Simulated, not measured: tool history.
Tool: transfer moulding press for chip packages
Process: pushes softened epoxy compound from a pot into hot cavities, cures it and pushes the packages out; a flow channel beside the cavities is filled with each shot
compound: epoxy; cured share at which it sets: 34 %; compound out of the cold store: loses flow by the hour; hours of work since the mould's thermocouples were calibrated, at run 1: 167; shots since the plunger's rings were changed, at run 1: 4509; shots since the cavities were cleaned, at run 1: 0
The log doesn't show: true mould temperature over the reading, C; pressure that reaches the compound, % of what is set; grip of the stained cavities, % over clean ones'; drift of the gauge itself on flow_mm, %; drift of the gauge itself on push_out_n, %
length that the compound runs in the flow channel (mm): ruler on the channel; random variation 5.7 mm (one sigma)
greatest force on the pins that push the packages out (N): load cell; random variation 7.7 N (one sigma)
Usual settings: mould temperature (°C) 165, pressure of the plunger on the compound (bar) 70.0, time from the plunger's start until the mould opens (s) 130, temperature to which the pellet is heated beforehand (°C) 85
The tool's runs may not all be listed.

| run | hour | mould temperature (°C) | pressure of the plunger on the compound (bar) | time from the plunger's start until the mould opens (s) | temperature to which the pellet is heated beforehand (°C) | hours of work since the mould's thermocouples were calibrated | shots since the plunger's rings were changed | shots since the cavities were cleaned | incoming compound's hours out of the cold store | length that the compound runs in the flow channel (mm) | greatest force on the pins that push the packages out (N) |
|---|---|---|---|---|---|---|---|---|---|---|---|
| 1 | 0.0 | 165 | 70.0 | 130 | 85 | 167 | 4509 | 0 | 23.3 | 550 | 347 |
|  | 23.0 | plunger's sealing rings changed |
| 2 | 36.4 | 165 | 70.0 | 130 | 84 | 192 | 134 | 339 | 8.1 | 627 | 464 |
|  | 94.1 | cavities cleaned with cleaning compound and waxed |
| 3 | 101.4 | 165 | 70.0 | 130 | 84 | 239 | 769 | 73 | 46.3 | 545 | 359 |
| 4 | 149.0 | 165 | 70.0 | 130 | 84 | 273 | 1245 | 549 | 40.1 | 542 | 504 |
|  | 185.5 | cavities cleaned with cleaning compound and waxed |
| 5 | 194.6 | 165 | 70.0 | 130 | 84 | 306 | 1686 | 91 | 27.9 | 567 | 400 |
| 6 | 233.1 | 165 | 70.0 | 130 | 84 | 334 | 2071 | 476 | 29.5 | 558 | 493 |
| 7 | 265.3 | 165 | 70.0 | 130 | 84 | 358 | 2393 | 798 | 20.5 | 580 | 561 |
|  | 280.5 | cavities cleaned with cleaning compound and waxed |
| 8 | 302.2 | 165 | 70.0 | 130 | 85 | 384 | 2747 | 216 | 34.9 | 555 | 425 |
| 9 | 347.8 | 165 | 70.0 | 130 | 85 | 417 | 3204 | 673 | 9.8 | 591 | 563 |
|  | 370.2 | mould's thermocouples calibrated |
|  | 376.4 | cavities cleaned with cleaning compound and waxed |
| 10 | 381.9 | 165 | 70.0 | 130 | 85 | 7 | 3510 | 56 | 16.1 | 574 | 373 |
| 11 | 435.1 | 160 | 79.9 | 156 | 77 | 46 | 4041 | 587 | 8.1 | 647 | 528 |
|  | 472.1 | cavities cleaned with cleaning compound and waxed |
| 12 | 486.8 | 165 | 62.6 | 130 | 82 | 83 | 4543 | 147 | 44.3 | 489 | 384 |
|  | 505.4 | plunger's sealing rings changed |
| 13 | 552.4 | 165 | 62.6 | 130 | 82 | 130 | 470 | 778 | 20.0 | 554 | 533 |
|  | 566.0 | cavities cleaned with cleaning compound and waxed |
| 14 | 583.3 | 165 | 62.6 | 130 | 82 | 151 | 764 | 173 | 42.5 | 526 | 375 |
| 15 | 648.1 | 161 | 62.6 | 130 | 82 | 199 | 1412 | 821 | 45.9 | 527 | 672 |
|  | 657.8 | cavities cleaned with cleaning compound and waxed |
| 16 | 697.0 | 161 | 62.6 | 126 | 82 | 233 | 1886 | 392 | 19.8 | 552 | 639 |
|  | 752.5 | cavities cleaned with cleaning compound and waxed |
| 17 | 752.7 | 161 | 62.6 | 126 | 82 | 273 | 2428 | 2 | 22.1 | 548 | 448 |
| 18 | 807.4 | 161 | 72.4 | 112 | 81 | 313 | 2975 | 549 | 37.4 | 559 | 836 |
|  | 846.6 | cavities cleaned with cleaning compound and waxed |
| 19 | 850.9 | 161 | 72.4 | 112 | 84 | 344 | 3395 | 43 | 16.8 | 598 | 656 |

Some steps in length that the compound runs in the flow channel (mm) between neighbouring runs. How much of each would the tool show without its hidden state too (settings, what came in, random variation), and how much is left for the hidden state, with any gauge scatter that isn't in both results?
Run 1 -> 2: temperature to which the pellet is heated beforehand (°C) 85 -> 84, plunger's sealing rings changed. length that the compound runs in the flow channel (mm) +77: hidden state +35, all else +42.
Run 11 -> 12: mould temperature (°C) 160 -> 165, pressure of the plunger on the compound (bar) 79.9 -> 62.6, time from the plunger's start until the mould opens (s) 156 -> 130, temperature to which the pellet is heated beforehand (°C) 77 -> 82, cavities cleaned with cleaning compound and waxed. length that the compound runs in the flow channel (mm) -158: hidden state +5, all else -163.
